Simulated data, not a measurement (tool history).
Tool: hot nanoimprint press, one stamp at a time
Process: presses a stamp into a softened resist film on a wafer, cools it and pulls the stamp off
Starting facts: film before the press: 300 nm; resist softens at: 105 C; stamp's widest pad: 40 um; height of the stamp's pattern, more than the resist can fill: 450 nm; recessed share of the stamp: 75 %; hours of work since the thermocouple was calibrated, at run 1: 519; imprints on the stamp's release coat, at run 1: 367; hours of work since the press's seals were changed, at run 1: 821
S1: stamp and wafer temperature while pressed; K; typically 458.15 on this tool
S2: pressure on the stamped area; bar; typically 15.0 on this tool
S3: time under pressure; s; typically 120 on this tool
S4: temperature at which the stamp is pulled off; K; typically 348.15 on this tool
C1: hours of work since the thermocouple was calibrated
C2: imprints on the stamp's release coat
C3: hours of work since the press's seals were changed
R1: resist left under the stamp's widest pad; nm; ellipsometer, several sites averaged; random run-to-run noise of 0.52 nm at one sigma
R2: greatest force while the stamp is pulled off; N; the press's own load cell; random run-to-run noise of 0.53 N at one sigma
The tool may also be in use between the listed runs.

| run | hour | S1 | S2 | S3 | S4 | C1 | C2 | C3 | R1 | R2 |
|---|---|---|---|---|---|---|---|---|---|---|
| 1 | 0.0 | 458.15 | 15.0 | 120 | 348.15 | 519 | 367 | 821 | 148.3 | 133.2 |
|  | 24.6 | plate thermocouple calibrated |
| 2 | 78.6 | 458.15 | 15.0 | 120 | 348.15 | 43 | 564 | 881 | 161.1 | 140.4 |
| 3 | 118.7 | 458.15 | 15.0 | 120 | 348.15 | 75 | 669 | 913 | 161.9 | 140.5 |
| 4 | 174.6 | 458.15 | 15.0 | 145 | 348.15 | 119 | 815 | 958 | 151.6 | 141.9 |
|  | 216.8 | stamp cleaned and given a new release coat |
| 5 | 265.0 | 458.15 | 15.0 | 120 | 344.15 | 186 | 126 | 1025 | 159.0 | 143.0 |
| 6 | 341.3 | 457.15 | 15.0 | 120 | 348.15 | 247 | 325 | 1085 | 162.4 | 136.2 |
| 7 | 386.1 | 458.15 | 15.0 | 120 | 348.15 | 282 | 442 | 1121 | 156.1 | 136.6 |
| 8 | 464.2 | 458.15 | 15.0 | 120 | 348.15 | 344 | 646 | 1183 | 154.6 | 138.0 |
| 9 | 533.7 | 458.15 | 15.0 | 120 | 348.15 | 400 | 827 | 1238 | 154.2 | 139.4 |
|  | 567.4 | stamp cleaned and given a new release coat |
| 10 | 603.3 | 458.15 | 15.0 | 120 | 348.15 | 450 | 94 | 1289 | 153.2 | 131.6 |
| 11 | 641.9 | 458.15 | 15.0 | 120 | 348.15 | 481 | 195 | 1319 | 151.5 | 132.6 |
|  | 714.1 | press's hydraulic seals changed and the load cell set to zero |
|  | 722.4 | plate thermocouple calibrated |
| 12 | 726.7 | 458.15 | 14.3 | 120 | 348.15 | 3 | 388 | 8 | 166.0 | 139.0 |
| 13 | 787.3 | 458.15 | 14.3 | 229 | 348.15 | 52 | 546 | 56 | 135.6 | 140.2 |
| 14 | 874.7 | 458.15 | 15.0 | 120 | 337.15 | 121 | 774 | 125 | 159.2 | 169.0 |
|  | 932.9 | stamp cleaned and given a new release coat |
| 15 | 932.9 | 470.15 | 15.0 | 120 | 348.15 | 162 | 0 | 167 | 100.8 | 133.8 |
| 16 | 976.9 | 470.15 | 15.0 | 120 | 348.15 | 197 | 115 | 202 | 100.8 | 135.0 |
| 17 | 1064.8 | 458.15 | 15.2 | 120 | 342.15 | 267 | 344 | 272 | 155.4 | 150.3 |
| 18 | 1145.7 | 448.15 | 15.0 | 120 | 348.15 | 332 | 555 | 336 | 219.1 | 137.6 |
| 19 | 1183.2 | 448.15 | 15.0 | 120 | 348.15 | 361 | 653 | 366 | 216.9 | 138.9 |
| 20 | 1248.4 | 448.15 | 16.5 | 147 | 348.15 | 413 | 823 | 417 | 198.2 | 139.8 |
|  | 1286.6 | stamp cleaned and given a new release coat |
| 21 | 1344.6 | 448.15 | 16.5 | 147 | 348.15 | 485 | 152 | 489 | 197.8 | 132.6 |
| 22 | 1391.1 | 458.15 | 15.0 | 120 | 347.15 | 522 | 273 | 526 | 149.6 | 135.6 |
|  | 1413.9 | plate thermocouple calibrated |
| 23 | 1454.0 | 458.15 | 15.0 | 120 | 347.15 | 32 | 430 | 574 | 160.3 | 141.4 |
| 24 | 1510.2 | 458.15 | 15.0 | 120 | 347.15 | 77 | 576 | 618 | 159.5 | 142.1 |
| 25 | 1564.0 | 458.15 | 13.2 | 148 | 343.15 | 119 | 717 | 661 | 158.9 | 152.2 |

Run 26 has not been measured yet. What should we expect?
| 26 | 1620.6 | 458.15 | 13.2 | 148 | 343.15 | 164 | 864 | 706 | ? | ? |

R1: 158.0 nm
R2: 153.2 N
If the tool had no hidden condition, the same run with the same run-to-run variation would have returned R1 160.6 nm, R2 145.0 N.
